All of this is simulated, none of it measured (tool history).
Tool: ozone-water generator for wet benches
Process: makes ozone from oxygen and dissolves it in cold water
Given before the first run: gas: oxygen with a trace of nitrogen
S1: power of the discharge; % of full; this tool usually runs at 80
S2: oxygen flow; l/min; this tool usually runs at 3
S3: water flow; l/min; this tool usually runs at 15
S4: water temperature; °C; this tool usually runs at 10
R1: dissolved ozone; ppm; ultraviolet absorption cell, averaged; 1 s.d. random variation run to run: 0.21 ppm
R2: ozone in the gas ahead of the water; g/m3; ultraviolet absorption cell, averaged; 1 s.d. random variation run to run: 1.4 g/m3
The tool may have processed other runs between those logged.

run    hour  S1    S2  S3  S4    R1     R2
  1       0  80     3  15  10  28.7  267.3
  2    60.5  80     3  15  14  27.5  267.5
  3    96.7  80  1.71  15  10  26.8  371.4
  4   137.5  80     3  15  10  28.7  266.4
  5   185.9  80     3  15  10  28.6  264.7
  6     221  55     3  15  10  23.1  217.2
  7   285.1  55     3  20  10  17.6  215.4
  8   337.8  55     3  20  10  18.1  214.8
  9   401.4  55     3  20  10  17.9  215.2
 10   439.1  55     3  20  10  17.7  214.4
 11   497.8  55     3  20  10  17.4  212.3
      535.7  -- water thermometer calibrated
 12   542.3  55     3  20  10  17.4  214.7
 13   602.4  56     3  15  10  23.4    219
 14   635.1  56     3  15  10  23.3  216.3
      676.4  -- water thermometer calibrated, once more
 15   690.5  53     3  15  10  22.5  207.9
 16   717.4  80     3  15  16  26.9  261.7
 17   773.5  80     3  15  16    27  262.1
 18   830.9  80     3  15  16  26.5  263.4
 19   896.4  80     3  15  16  26.6  261.7
 20   944.6  80     3  23  10  18.9    265
      954.7  -- contactor cleaned
 21    1010  80  1.65  22  10    18  373.1
 22  1051.4  80  1.65  22  10  18.2  373.5
 23  1112.5  80  1.65  22  10  18.3  370.9
 24  1151.1  80  1.65  22  10    18  373.1
 25  1198.6  80  1.65  22  10  18.3  373.9
 26  1243.7  80  4.92  15  10  29.3  193.6
 27  1308.7  80  4.92  17  10    27  192.9
 28    1358  82  4.92  17  10  26.9    198
 29  1415.1  40     3  18   6  17.6  177.3
 30  1479.5  80  1.52  20   6    20  393.4
 31  1535.9  80  1.52  20   6  19.9  390.7
 32  1580.1  80     3  19  13    23  258.8

Some steps in R1 between neighbouring runs. How much of each would the tool show without its hidden state too (settings, what came in, random variation), and how much is left for the hidden state, with any gauge scatter that isn't in both results?
What the log doesn't record here: yield of the discharge, % of new electrodes'; contactor's efficiency, % of a clean one's; true water temperature over the reading, C; drift of the gauge itself on ozone_ppm, %; drift of the gauge itself on gas_g_m3, %.
Run 19 -> 20: S3 15 -> 23, S4 16 -> 10. R1 -7.7 ppm: hidden state +0.3, all else -8.
Run 20 -> 21: S2 3 -> 1.65, S3 23 -> 22, contactor cleaned. R1 -0.9 ppm: hidden state +0.9, all else -1.8.
Run 25 -> 26: S2 1.65 -> 4.92, S3 22 -> 15. R1 +11 ppm: hidden state -0.4, all else +11.4.
Run 28 -> 29: S1 82 -> 40, S2 4.92 -> 3, S3 17 -> 18, S4 10 -> 6. R1 -9.3 ppm: hidden state +0.6, all else -9.9.

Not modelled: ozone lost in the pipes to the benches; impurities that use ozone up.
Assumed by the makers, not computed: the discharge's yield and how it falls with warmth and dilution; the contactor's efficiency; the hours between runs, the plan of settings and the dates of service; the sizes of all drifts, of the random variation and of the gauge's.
